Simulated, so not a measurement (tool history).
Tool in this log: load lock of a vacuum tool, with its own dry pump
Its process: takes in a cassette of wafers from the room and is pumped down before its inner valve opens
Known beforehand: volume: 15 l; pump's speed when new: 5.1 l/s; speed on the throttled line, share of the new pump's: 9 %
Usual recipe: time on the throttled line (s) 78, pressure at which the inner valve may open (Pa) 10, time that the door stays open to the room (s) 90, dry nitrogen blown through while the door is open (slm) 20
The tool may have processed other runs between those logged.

run,hour,time on the throttled line (s),pressure at which the inner valve may open (Pa),time that the door stays open to the room (s),dry nitrogen blown through while the door is open (slm),"incoming humidity of the room's air, %",time from the closed door until the inner valve may open (s),rise of the pressure with all valves shut (Pa/min)
1,0.0,78,10,90,20,42.7,99.2,0.088
2,159.6,78,10,90,20,44.6,99.7,0.095
3,317.1,78,10,90,20,44.4,99.9,0.094
4,393.8,41,10,90,20,45.9,66.1,0.100
5,542.1,78,10,158,20,46.4,100.0,0.115
6,621.1,78,7,90,20,43.6,101.0,0.103
7,696.6,78,7,90,20,41.7,100.8,0.104
8,848.8,119,7,40,20,44.8,138.6,0.102
9,925.5,60,10,52,44,45.1,83.7,0.094
10,1087.5,60,10,52,44,45.6,83.9,0.099
11,1228.1,42,16,89,15,45.6,66.4,0.122
12,1355.6,144,12,205,20,45.1,158.6,0.139
13,1485.8,144,12,183,20,44.3,159.0,0.135

Each row is a separate what-if for the run after 13, all from the same tool condition, not one after another. Results?
A,1591.5,119,12,30,20,46.1,?,?
B,1591.5,120,10,122,5,46.3,?,?
C,1591.5,63,9,90,18,43.2,?,?
D,1591.5,155,12,183,20,45.9,?,?

run,time from the closed door until the inner valve may open (s),rise of the pressure with all valves shut (Pa/min)
A,136.7,0.114
B,137.9,0.157
C,87.0,0.127
D,169.7,0.144
Stripped of hidden state, with their random variation kept, the same runs would have yielded:
run,time from the closed door until the inner valve may open (s),rise of the pressure with all valves shut (Pa/min)
A,135.3,0.026
B,136.5,0.070
C,85.1,0.039
D,168.5,0.055

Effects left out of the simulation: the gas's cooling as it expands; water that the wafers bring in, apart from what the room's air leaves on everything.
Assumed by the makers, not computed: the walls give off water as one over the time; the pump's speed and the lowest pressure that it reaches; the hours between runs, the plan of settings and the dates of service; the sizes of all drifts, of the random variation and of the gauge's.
